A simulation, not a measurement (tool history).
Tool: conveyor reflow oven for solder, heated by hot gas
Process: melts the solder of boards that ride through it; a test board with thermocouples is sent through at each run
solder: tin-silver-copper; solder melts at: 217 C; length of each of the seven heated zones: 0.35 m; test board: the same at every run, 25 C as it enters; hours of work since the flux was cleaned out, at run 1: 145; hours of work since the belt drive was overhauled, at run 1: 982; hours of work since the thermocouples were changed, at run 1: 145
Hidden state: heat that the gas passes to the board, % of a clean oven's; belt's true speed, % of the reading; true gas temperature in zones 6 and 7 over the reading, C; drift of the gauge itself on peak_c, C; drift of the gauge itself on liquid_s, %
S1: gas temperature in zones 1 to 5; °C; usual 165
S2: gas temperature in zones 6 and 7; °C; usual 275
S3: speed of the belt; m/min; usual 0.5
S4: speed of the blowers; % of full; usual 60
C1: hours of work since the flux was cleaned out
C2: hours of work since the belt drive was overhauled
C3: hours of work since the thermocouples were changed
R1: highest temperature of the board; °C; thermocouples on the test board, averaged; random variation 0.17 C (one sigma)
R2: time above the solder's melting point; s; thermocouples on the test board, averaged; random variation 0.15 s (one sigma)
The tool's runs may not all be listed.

run 1 hour=0 | S1=165 S2=275 S3=0.5 S4=60 | C1=145 C2=982 C3=145 | R1=261.3 R2=67.3
run 2 hour=38.1 | S1=165 S2=275 S3=0.5 S4=60 | C1=171 C2=1007 C3=171 | R1=261 R2=67.2
run 3 hour=64.9 | S1=165 S2=275 S3=0.5 S4=69 | C1=189 C2=1025 C3=189 | R1=262.7 R2=68.1
run 4 hour=88 | S1=165 S2=288 S3=0.5 S4=60 | C1=204 C2=1041 C3=204 | R1=272.8 R2=74
run 5 hour=122.8 | S1=165 S2=288 S3=0.5 S4=60 | C1=228 C2=1064 C3=228 | R1=273.3 R2=74.1
run 6 hour=148.2 | S1=165 S2=275 S3=0.5 S4=82 | C1=245 C2=1081 C3=245 | R1=264 R2=69.5
run 7 hour=165.3 | S1=165 S2=275 S3=0.566 S4=82 | C1=256 C2=1093 C3=256 | R1=260 R2=58.7
run 8 hour=202.7 | S1=165 S2=275 S3=0.474 S4=82 | C1=281 C2=1118 C3=281 | R1=265.5 R2=74.5
-- hour=210.2 flux residue cleaned out of gas plates and filters
run 9 hour=244.7 | S1=165 S2=275 S3=0.474 S4=82 | C1=23 C2=1143 C3=306 | R1=264.5 R2=74.2
run 10 hour=279.1 | S1=165 S2=275 S3=0.474 S4=82 | C1=46 C2=1166 C3=329 | R1=264.7 R2=74.1
run 11 hour=318.8 | S1=165 S2=275 S3=0.474 S4=82 | C1=73 C2=1193 C3=356 | R1=264.4 R2=74
run 12 hour=343 | S1=165 S2=275 S3=0.474 S4=82 | C1=89 C2=1209 C3=372 | R1=264.3 R2=73.7
-- hour=366.9 flux residue cleaned out of gas plates and filters, once more
run 13 hour=372.4 | S1=165 S2=275 S3=0.5 S4=60 | C1=4 C2=1225 C3=389 | R1=262.7 R2=68.8
run 14 hour=404.5 | S1=165 S2=275 S3=0.5 S4=60 | C1=25 C2=1247 C3=410 | R1=263.2 R2=68.8
run 15 hour=439.9 | S1=165 S2=275 S3=0.5 S4=60 | C1=49 C2=1271 C3=434 | R1=262.6 R2=68.7
run 16 hour=461.9 | S1=173 S2=281 S3=0.513 S4=60 | C1=64 C2=1286 C3=449 | R1=268.8 R2=72.5
run 17 hour=483.6 | S1=175 S2=269 S3=0.481 S4=60 | C1=78 C2=1300 C3=464 | R1=259.5 R2=73.3
-- hour=498.3 belt drive overhauled, speed set with a stopwatch
run 18 hour=520.5 | S1=158 S2=288 S3=0.5 S4=70 | C1=101 C2=15 C3=486 | R1=275.2 R2=72.2
run 19 hour=546.6 | S1=176 S2=272 S3=0.5 S4=53 | C1=118 C2=33 C3=503 | R1=259.5 R2=69.3
run 20 hour=577 | S1=176 S2=272 S3=0.583 S4=53 | C1=139 C2=53 C3=524 | R1=254.4 R2=55.3
run 21 hour=614.4 | S1=176 S2=272 S3=0.583 S4=53 | C1=164 C2=78 C3=549 | R1=254.5 R2=55.2
run 22 hour=634.8 | S1=165 S2=269 S3=0.5 S4=60 | C1=177 C2=92 C3=563 | R1=256.7 R2=63.7
run 23 hour=653.8 | S1=151 S2=289 S3=0.414 S4=61 | C1=190 C2=105 C3=575 | R1=279.6 R2=88
run 24 hour=680.9 | S1=157 S2=270 S3=0.429 S4=86 | C1=208 C2=123 C3=594 | R1=263.9 R2=79.1
run 25 hour=712.2 | S1=173 S2=276 S3=0.498 S4=60 | C1=230 C2=144 C3=615 | R1=263.7 R2=71.3
run 26 hour=738.3 | S1=173 S2=276 S3=0.498 S4=56 | C1=247 C2=161 C3=632 | R1=263.3 R2=70.5
run 27 hour=757.4 | S1=159 S2=276 S3=0.498 S4=56 | C1=260 C2=174 C3=645 | R1=261.3 R2=64.4
run 28 hour=784.8 | S1=168 S2=276 S3=0.407 S4=56 | C1=278 C2=193 C3=664 | R1=268.7 R2=88.9
run 29 hour=821.7 | S1=168 S2=276 S3=0.407 S4=56 | C1=303 C2=218 C3=688 | R1=268.1 R2=89

Forecast each of these 3 alternatives for the next run:
run A hour=848.4 | S1=165 S2=275 S3=0.453 S4=60 | C1=321 C2=235 C3=706 | R1=? R2=?
run B hour=848.4 | S1=169 S2=275 S3=0.434 S4=71 | C1=321 C2=235 C3=706 | R1=? R2=?
run C hour=848.4 | S1=165 S2=266 S3=0.547 S4=82 | C1=321 C2=235 C3=706 | R1=? R2=?

run=A R1=264.8 R2=76.1
run=B R1=267.7 R2=83.5
run=C R1=253.4 R2=56.1
Without the tool's hidden state the same runs would have given:
run=A R1=264.2 R2=76.1
run=B R1=266.9 R2=83.4
run=C R1=253.4 R2=56.8
